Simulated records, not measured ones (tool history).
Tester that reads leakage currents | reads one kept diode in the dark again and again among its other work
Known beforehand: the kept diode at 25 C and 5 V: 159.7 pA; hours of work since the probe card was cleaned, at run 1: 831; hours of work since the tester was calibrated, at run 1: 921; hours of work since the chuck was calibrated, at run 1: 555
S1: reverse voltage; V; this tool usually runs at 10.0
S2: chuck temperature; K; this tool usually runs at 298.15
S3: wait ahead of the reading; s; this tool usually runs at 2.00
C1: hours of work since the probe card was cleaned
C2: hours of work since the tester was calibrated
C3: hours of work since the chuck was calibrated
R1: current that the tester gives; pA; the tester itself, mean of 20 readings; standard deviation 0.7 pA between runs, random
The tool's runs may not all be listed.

| run | hour | S1 | S2 | S3 | C1 | C2 | C3 | R1 |
|---|---|---|---|---|---|---|---|---|
| 1 | 0.0 | 10.0 | 298.15 | 2.00 | 831 | 921 | 555 | 271.42 |
| 2 | 128.0 | 10.0 | 298.15 | 2.00 | 910 | 999 | 633 | 278.07 |
|  | 142.3 | chuck's temperature calibrated |
| 3 | 194.6 | 10.0 | 298.15 | 2.00 | 949 | 1038 | 32 | 292.36 |
| 4 | 257.6 | 10.0 | 298.15 | 2.00 | 988 | 1077 | 70 | 299.41 |
| 5 | 328.1 | 2.4 | 298.15 | 2.00 | 1031 | 1120 | 114 | 140.18 |
| 6 | 447.5 | 2.4 | 298.15 | 2.00 | 1104 | 1193 | 186 | 143.12 |
|  | 456.5 | chuck's temperature calibrated, once more |
| 7 | 602.1 | 2.4 | 298.15 | 2.00 | 1197 | 1286 | 89 | 113.81 |
| 8 | 755.7 | 2.4 | 298.15 | 2.00 | 1291 | 1380 | 183 | 117.12 |
| 9 | 909.1 | 2.4 | 298.15 | 3.84 | 1384 | 1474 | 277 | 120.40 |
| 10 | 1011.9 | 10.0 | 298.15 | 2.00 | 1447 | 1537 | 339 | 264.16 |
| 11 | 1081.1 | 10.0 | 305.15 | 2.00 | 1490 | 1579 | 382 | 440.11 |
| 12 | 1171.3 | 10.0 | 305.15 | 2.00 | 1545 | 1634 | 437 | 448.63 |
| 13 | 1273.4 | 10.0 | 298.15 | 2.00 | 1607 | 1696 | 499 | 277.98 |
| 14 | 1346.5 | 10.0 | 298.15 | 2.00 | 1652 | 1741 | 544 | 281.44 |
| 15 | 1459.6 | 10.0 | 298.15 | 2.00 | 1721 | 1810 | 613 | 287.24 |
|  | 1500.3 | chuck's temperature calibrated |
| 16 | 1561.3 | 10.0 | 298.15 | 6.54 | 1782 | 1871 | 37 | 237.25 |
| 17 | 1711.9 | 10.0 | 298.15 | 6.54 | 1874 | 1963 | 129 | 243.40 |
| 18 | 1824.9 | 10.0 | 321.15 | 2.00 | 1943 | 2032 | 198 | 1194.59 |
| 19 | 1977.7 | 10.0 | 294.15 | 2.00 | 2036 | 2126 | 292 | 192.48 |
| 20 | 2103.8 | 5.8 | 329.15 | 1.06 | 2113 | 2203 | 369 | 1534.13 |
| 21 | 2195.9 | 5.1 | 328.15 | 3.75 | 2170 | 2259 | 425 | 1360.74 |
| 22 | 2311.2 | 5.1 | 310.15 | 3.75 | 2240 | 2329 | 496 | 435.95 |

For run 23, what comes out?
| 23 | 2454.9 | 2.9 | 325.15 | 0.82 | 2328 | 2417 | 583 | ? |

R1: 874.15 pA
If the tool had no hidden condition, the same run with the same run-to-run variation would have returned R1 752.73 pA.
